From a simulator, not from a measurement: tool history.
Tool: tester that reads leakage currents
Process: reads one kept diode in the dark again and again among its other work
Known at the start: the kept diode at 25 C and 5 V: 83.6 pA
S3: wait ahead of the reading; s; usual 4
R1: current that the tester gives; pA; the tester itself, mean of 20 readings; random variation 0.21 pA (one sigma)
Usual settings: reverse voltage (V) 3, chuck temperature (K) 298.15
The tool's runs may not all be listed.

{"run": 1, "hour": 0.0, "reverse voltage (V)": 3, "chuck temperature (K)": 298.15, "S3": 4, "R1": 62.69}
{"run": 2, "hour": 81.4, "reverse voltage (V)": 3, "chuck temperature (K)": 298.15, "S3": 4, "R1": 61.91}
{"run": 3, "hour": 217.5, "reverse voltage (V)": 3, "chuck temperature (K)": 298.15, "S3": 4, "R1": 59.84}
{"run": 4, "hour": 346.1, "reverse voltage (V)": 3, "chuck temperature (K)": 298.15, "S3": 4, "R1": 58.79}
{"run": 5, "hour": 477.0, "reverse voltage (V)": 3, "chuck temperature (K)": 298.15, "S3": 4, "R1": 56.96}
{"hour": 532.2, "done": "chuck's temperature calibrated"}
{"run": 6, "hour": 602.9, "reverse voltage (V)": 3, "chuck temperature (K)": 298.15, "S3": 4, "R1": 68.77}
{"run": 7, "hour": 704.2, "reverse voltage (V)": 1.21, "chuck temperature (K)": 328.15, "S3": 6.76, "R1": 517.25}
{"run": 8, "hour": 834.0, "reverse voltage (V)": 19.62, "chuck temperature (K)": 318.15, "S3": 6.76, "R1": 696.66}
{"run": 9, "hour": 941.2, "reverse voltage (V)": 17.4, "chuck temperature (K)": 318.15, "S3": 0.3, "R1": 671.99}
{"run": 10, "hour": 1022.9, "reverse voltage (V)": 1.3, "chuck temperature (K)": 294.15, "S3": 2.31, "R1": 32.42}
{"hour": 1099.3, "done": "probe card cleaned and baked"}
{"run": 11, "hour": 1159.3, "reverse voltage (V)": 3.24, "chuck temperature (K)": 298.15, "S3": 2.37, "R1": 61.69}

3 ways to go on from here, each from the tool as it stands after run 11. What would each give?
{"run": "A", "hour": 1253.0, "reverse voltage (V)": 10.51, "chuck temperature (K)": 315.15, "S3": 6.52, "R1": "?"}
{"run": "B", "hour": 1253.0, "reverse voltage (V)": 3, "chuck temperature (K)": 314.15, "S3": 7.67, "R1": "?"}
{"run": "C", "hour": 1253.0, "reverse voltage (V)": 8.39, "chuck temperature (K)": 306.15, "S3": 2.37, "R1": "?"}

run=A R1=392.82
run=B R1=226.42
run=C R1=173.52
Without the tool's hidden state the same runs would have given:
run=A R1=456.09
run=B R1=263.28
run=C R1=202.95

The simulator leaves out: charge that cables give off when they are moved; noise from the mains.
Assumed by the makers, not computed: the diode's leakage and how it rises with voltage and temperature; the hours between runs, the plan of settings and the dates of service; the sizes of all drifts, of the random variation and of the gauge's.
